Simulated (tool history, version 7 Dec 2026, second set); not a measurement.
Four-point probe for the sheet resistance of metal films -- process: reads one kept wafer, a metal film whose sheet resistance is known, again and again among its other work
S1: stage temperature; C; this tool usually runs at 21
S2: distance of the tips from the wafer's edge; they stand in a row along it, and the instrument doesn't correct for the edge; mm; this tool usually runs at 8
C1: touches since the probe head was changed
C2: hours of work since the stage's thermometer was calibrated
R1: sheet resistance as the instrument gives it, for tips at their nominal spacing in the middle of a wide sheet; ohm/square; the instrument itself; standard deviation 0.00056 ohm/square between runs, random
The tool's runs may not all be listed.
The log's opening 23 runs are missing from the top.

{"run": 24, "day": 58.575, "S1": 20, "S2": 67, "C1": 7804, "C2": 40, "R1": 2.810611}
{"run": 25, "day": 60.521, "S1": 20, "S2": 67, "C1": 9783, "C2": 71, "R1": 2.80937}
{"run": 26, "day": 63.596, "S1": 34, "S2": 8, "C1": 12909, "C2": 120, "R1": 2.763054}
{"run": 27, "day": 66.458, "S1": 34, "S2": 12, "C1": 15823, "C2": 166, "R1": 2.759643}
{"run": 28, "day": 69.5, "S1": 28, "S2": 4, "C1": 18914, "C2": 214, "R1": 2.800606}
{"run": 29, "day": 72.862, "S1": 23, "S2": 8, "C1": 22336, "C2": 268, "R1": 2.800542}
{"run": 30, "day": 74.329, "S1": 24, "S2": 53, "C1": 23824, "C2": 291, "R1": 2.79143}
{"run": 31, "day": 77.629, "S1": 28, "S2": 8, "C1": 27184, "C2": 344, "R1": 2.781711}
{"run": 32, "day": 80.025, "S1": 24, "S2": 5, "C1": 29620, "C2": 382, "R1": 2.805568}
{"run": 33, "day": 81.462, "S1": 29, "S2": 71, "C1": 31082, "C2": 405, "R1": 2.771139}
{"run": 34, "day": 83.496, "S1": 30, "S2": 9, "C1": 33151, "C2": 438, "R1": 2.770947}
{"run": 35, "day": 85.696, "S1": 26, "S2": 6, "C1": 35385, "C2": 473, "R1": 2.791081}
{"run": 36, "day": 87.408, "S1": 30, "S2": 69, "C1": 37128, "C2": 500, "R1": 2.766108}
{"run": 37, "day": 89.325, "S1": 20, "S2": 4, "C1": 39077, "C2": 530, "R1": 2.825911}
{"run": 38, "day": 90.892, "S1": 20, "S2": 22, "C1": 40673, "C2": 555, "R1": 2.801873}
{"run": 39, "day": 93.238, "S1": 31, "S2": 54, "C1": 43058, "C2": 593, "R1": 2.760792}
{"run": 40, "day": 95.6, "S1": 31, "S2": 54, "C1": 45459, "C2": 631, "R1": 2.760193}
{"run": 41, "day": 98.321, "S1": 31, "S2": 54, "C1": 48228, "C2": 674, "R1": 2.759319}
{"run": 42, "day": 100.738, "S1": 21, "S2": 70, "C1": 50684, "C2": 712, "R1": 2.794984}
{"run": 43, "day": 103.55, "S1": 28, "S2": 27, "C1": 53544, "C2": 757, "R1": 2.769706}
{"run": 44, "day": 105.904, "S1": 31, "S2": 5, "C1": 55941, "C2": 795, "R1": 2.773042}

What if the next run were any one of these 5? Each begins from the tool's condition after run 44:
{"run": "A", "day": 107.312, "S1": 27, "S2": 16, "C1": 57373, "C2": 817, "R1": "?"}
{"run": "B", "day": 107.312, "S1": 19, "S2": 4, "C1": 57373, "C2": 817, "R1": "?"}
{"run": "C", "day": 107.312, "S1": 25, "S2": 12, "C1": 57373, "C2": 817, "R1": "?"}
{"run": "D", "day": 107.312, "S1": 31, "S2": 26, "C1": 57373, "C2": 817, "R1": "?"}
{"run": "E", "day": 107.312, "S1": 27, "S2": 8, "C1": 57373, "C2": 817, "R1": "?"}

run=A R1=2.773656
run=B R1=2.825029
run=C R1=2.781484
run=D R1=2.757889
run=E R1=2.777562
Without the tool's unlogged condition, the same runs would have read:
run=A R1=2.770469
run=B R1=2.821749
run=C R1=2.778280
run=D R1=2.754736
run=E R1=2.774371
